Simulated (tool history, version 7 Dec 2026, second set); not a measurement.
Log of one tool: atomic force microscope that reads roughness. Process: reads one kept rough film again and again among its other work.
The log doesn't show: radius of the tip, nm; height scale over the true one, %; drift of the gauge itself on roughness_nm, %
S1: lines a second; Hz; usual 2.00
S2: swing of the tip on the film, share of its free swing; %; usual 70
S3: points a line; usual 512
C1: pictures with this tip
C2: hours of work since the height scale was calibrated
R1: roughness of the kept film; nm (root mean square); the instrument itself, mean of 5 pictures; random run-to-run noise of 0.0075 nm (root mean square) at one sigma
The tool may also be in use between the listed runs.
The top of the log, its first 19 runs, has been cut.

{"hour": 697.2, "done": "new tip fitted"}
{"run": 20, "hour": 707.1, "S1": 2.0, "S2": 80, "S3": 512, "C1": 18, "C2": 85, "R1": 2.355}
{"run": 21, "hour": 762.7, "S1": 3.32, "S2": 84, "S3": 578, "C1": 118, "C2": 127, "R1": 2.089}
{"hour": 797.8, "done": "new tip fitted"}
{"run": 22, "hour": 814.3, "S1": 3.32, "S2": 57, "S3": 609, "C1": 30, "C2": 165, "R1": 2.492}
{"run": 23, "hour": 860.6, "S1": 3.55, "S2": 58, "S3": 300, "C1": 114, "C2": 200, "R1": 2.436}
{"hour": 895.8, "done": "new tip fitted"}
{"run": 24, "hour": 904.9, "S1": 3.36, "S2": 65, "S3": 354, "C1": 17, "C2": 233, "R1": 2.419}
{"run": 25, "hour": 954.5, "S1": 2.0, "S2": 58, "S3": 522, "C1": 106, "C2": 270, "R1": 2.501}
{"hour": 995.6, "done": "new tip fitted"}
{"run": 26, "hour": 1007.1, "S1": 0.86, "S2": 57, "S3": 287, "C1": 21, "C2": 310, "R1": 2.581}
{"run": 27, "hour": 1036.9, "S1": 0.86, "S2": 57, "S3": 287, "C1": 75, "C2": 332, "R1": 2.548}
{"run": 28, "hour": 1085.8, "S1": 0.86, "S2": 61, "S3": 305, "C1": 163, "C2": 369, "R1": 2.491}
{"hour": 1092.8, "done": "new tip fitted"}
{"run": 29, "hour": 1114.9, "S1": 2.0, "S2": 84, "S3": 335, "C1": 39, "C2": 390, "R1": 2.293}
{"run": 30, "hour": 1142.9, "S1": 0.52, "S2": 70, "S3": 377, "C1": 90, "C2": 411, "R1": 2.525}
{"hour": 1191.3, "done": "new tip fitted"}
{"run": 31, "hour": 1197.0, "S1": 0.58, "S2": 57, "S3": 1003, "C1": 11, "C2": 452, "R1": 2.603}
{"run": 32, "hour": 1225.0, "S1": 0.58, "S2": 57, "S3": 797, "C1": 61, "C2": 473, "R1": 2.568}
{"run": 33, "hour": 1250.9, "S1": 0.57, "S2": 73, "S3": 859, "C1": 108, "C2": 492, "R1": 2.507}
{"hour": 1290.3, "done": "new tip fitted"}
{"run": 34, "hour": 1290.3, "S1": 1.01, "S2": 57, "S3": 469, "C1": 0, "C2": 521, "R1": 2.598}
{"run": 35, "hour": 1345.3, "S1": 2.07, "S2": 80, "S3": 350, "C1": 99, "C2": 563, "R1": 2.31}
{"run": 36, "hour": 1379.2, "S1": 0.56, "S2": 65, "S3": 832, "C1": 160, "C2": 588, "R1": 2.506}
{"hour": 1387.9, "done": "new tip fitted"}
{"run": 37, "hour": 1427.3, "S1": 0.94, "S2": 76, "S3": 512, "C1": 71, "C2": 624, "R1": 2.496}
{"run": 38, "hour": 1474.0, "S1": 3.8, "S2": 71, "S3": 549, "C1": 155, "C2": 659, "R1": 2.259}
{"hour": 1485.5, "done": "new tip fitted"}
{"run": 39, "hour": 1510.3, "S1": 2.0, "S2": 62, "S3": 413, "C1": 45, "C2": 686, "R1": 2.502}
{"run": 40, "hour": 1543.8, "S1": 1.62, "S2": 62, "S3": 340, "C1": 105, "C2": 711, "R1": 2.493}

Each row is a separate what-if for the run after 40, all from the same tool condition, not one after another. Results?
{"hour": 1584.2, "done": "new tip fitted"}
{"run": "A", "hour": 1586.0, "S1": 3.19, "S2": 62, "S3": 498, "C1": 3, "C2": 743, "R1": "?"}
{"hour": 1584.2, "done": "new tip fitted"}
{"run": "B", "hour": 1586.0, "S1": 3.51, "S2": 84, "S3": 459, "C1": 3, "C2": 743, "R1": "?"}
{"hour": 1584.2, "done": "new tip fitted"}
{"run": "C", "hour": 1586.0, "S1": 2.0, "S2": 87, "S3": 393, "C1": 3, "C2": 743, "R1": "?"}
{"hour": 1584.2, "done": "new tip fitted"}
{"run": "D", "hour": 1586.0, "S1": 0.72, "S2": 70, "S3": 512, "C1": 3, "C2": 743, "R1": "?"}

run=A R1=2.483
run=B R1=2.139
run=C R1=2.291
run=D R1=2.569
With no hidden state in the tool, these same runs would have given:
run=A R1=2.479
run=B R1=2.136
run=C R1=2.288
run=D R1=2.565
